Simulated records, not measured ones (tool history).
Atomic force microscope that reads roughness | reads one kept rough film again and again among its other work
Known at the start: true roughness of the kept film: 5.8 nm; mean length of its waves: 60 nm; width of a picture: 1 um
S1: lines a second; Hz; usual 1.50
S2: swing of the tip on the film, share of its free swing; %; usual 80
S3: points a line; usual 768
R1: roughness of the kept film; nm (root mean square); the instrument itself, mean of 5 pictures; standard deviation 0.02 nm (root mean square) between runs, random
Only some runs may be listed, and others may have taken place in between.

{"run": 1, "hour": 0.0, "S1": 1.5, "S2": 80, "S3": 768, "R1": 4.634}
{"hour": 5.5, "done": "new tip fitted"}
{"run": 2, "hour": 35.8, "S1": 1.5, "S2": 80, "S3": 768, "R1": 4.806}
{"run": 3, "hour": 57.7, "S1": 1.5, "S2": 64, "S3": 768, "R1": 5.046}
{"run": 4, "hour": 95.6, "S1": 1.5, "S2": 80, "S3": 484, "R1": 4.552}
{"hour": 99.6, "done": "new tip fitted"}
{"run": 5, "hour": 119.3, "S1": 1.5, "S2": 80, "S3": 444, "R1": 4.82}
{"run": 6, "hour": 136.5, "S1": 1.5, "S2": 80, "S3": 444, "R1": 4.755}
{"run": 7, "hour": 163.7, "S1": 1.5, "S2": 80, "S3": 768, "R1": 4.65}
{"hour": 191.2, "done": "new tip fitted"}
{"run": 8, "hour": 202.1, "S1": 1.5, "S2": 80, "S3": 768, "R1": 4.853}
{"run": 9, "hour": 233.2, "S1": 1.5, "S2": 80, "S3": 768, "R1": 4.785}
{"run": 10, "hour": 269.7, "S1": 2.99, "S2": 85, "S3": 768, "R1": 3.838}
{"hour": 273.0, "done": "height scale calibrated on a step standard"}
{"hour": 285.2, "done": "new tip fitted"}
{"run": 11, "hour": 303.5, "S1": 1.5, "S2": 66, "S3": 768, "R1": 5.196}
{"run": 12, "hour": 339.5, "S1": 1.5, "S2": 66, "S3": 768, "R1": 5.1}
{"run": 13, "hour": 371.6, "S1": 1.59, "S2": 81, "S3": 449, "R1": 4.561}
{"hour": 377.5, "done": "new tip fitted"}
{"run": 14, "hour": 401.7, "S1": 1.59, "S2": 81, "S3": 449, "R1": 4.782}
{"run": 15, "hour": 428.8, "S1": 1.36, "S2": 56, "S3": 827, "R1": 5.261}
{"run": 16, "hour": 450.7, "S1": 3.32, "S2": 84, "S3": 753, "R1": 3.859}
{"hour": 469.4, "done": "new tip fitted"}
{"run": 17, "hour": 475.1, "S1": 3.9, "S2": 84, "S3": 753, "R1": 3.877}

Predict each of these 5 candidate next runs independently; none follows another, all start after run 17:
{"hour": 487.4, "done": "height scale calibrated on a step standard, once more"}
{"run": "A", "hour": 499.7, "S1": 1.5, "S2": 75, "S3": 282, "R1": "?"}
{"hour": 487.4, "done": "height scale calibrated on a step standard, once more"}
{"run": "B", "hour": 499.7, "S1": 0.96, "S2": 59, "S3": 645, "R1": "?"}
{"hour": 487.4, "done": "height scale calibrated on a step standard, once more"}
{"run": "C", "hour": 499.7, "S1": 2.65, "S2": 84, "S3": 753, "R1": "?"}
{"hour": 487.4, "done": "height scale calibrated on a step standard, once more"}
{"run": "D", "hour": 499.7, "S1": 2.41, "S2": 55, "S3": 586, "R1": "?"}
{"hour": 487.4, "done": "height scale calibrated on a step standard, once more"}
{"run": "E", "hour": 499.7, "S1": 1.98, "S2": 84, "S3": 675, "R1": "?"}

run=A R1=4.942
run=B R1=5.328
run=C R1=4.165
run=D R1=5.216
run=E R1=4.443
Take away the tool's hidden state, keep each run's random variation, and the runs would have read:
run=A R1=5.070
run=B R1=5.466
run=C R1=4.273
run=D R1=5.351
run=E R1=4.559
